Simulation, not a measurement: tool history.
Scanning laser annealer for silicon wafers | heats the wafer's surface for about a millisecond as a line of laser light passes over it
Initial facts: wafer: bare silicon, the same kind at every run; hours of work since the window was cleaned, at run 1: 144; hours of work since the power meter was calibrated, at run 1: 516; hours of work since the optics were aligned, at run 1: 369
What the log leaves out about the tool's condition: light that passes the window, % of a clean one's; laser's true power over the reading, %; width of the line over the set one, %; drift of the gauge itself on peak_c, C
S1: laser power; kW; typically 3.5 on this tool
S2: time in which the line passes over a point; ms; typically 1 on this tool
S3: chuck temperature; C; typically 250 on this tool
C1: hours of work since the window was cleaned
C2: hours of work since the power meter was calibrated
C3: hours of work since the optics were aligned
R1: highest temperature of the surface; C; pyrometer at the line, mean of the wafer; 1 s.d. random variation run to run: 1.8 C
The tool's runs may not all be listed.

run	day	S1	S2	S3	C1	C2	C3	R1
1	0	3.5	1	250	144	516	369	971
2	3.433	3.5	1	250	182	554	406	967
3	5.288	3.5	1	250	202	574	427	966
4	8.796	3.5	1	250	241	613	465	966
5	11.933	3.5	1	250	275	647	500	957
6	14.033	3.5	0.85	210	298	670	523	869
# day 14.417: optics aligned, line set to its width
7	15.892	3.5	1.01	210	317	689	16	919
# day 17.858: window over the wafer cleaned
8	18.488	3.339	1.01	239	7	716	44	934

What will run 9 give?
9	20.112	3.5	1.04	250	25	734	62	?

R1: 990 C
If the tool had no hidden condition, the same run with the same run-to-run variation would have returned R1 990 C.
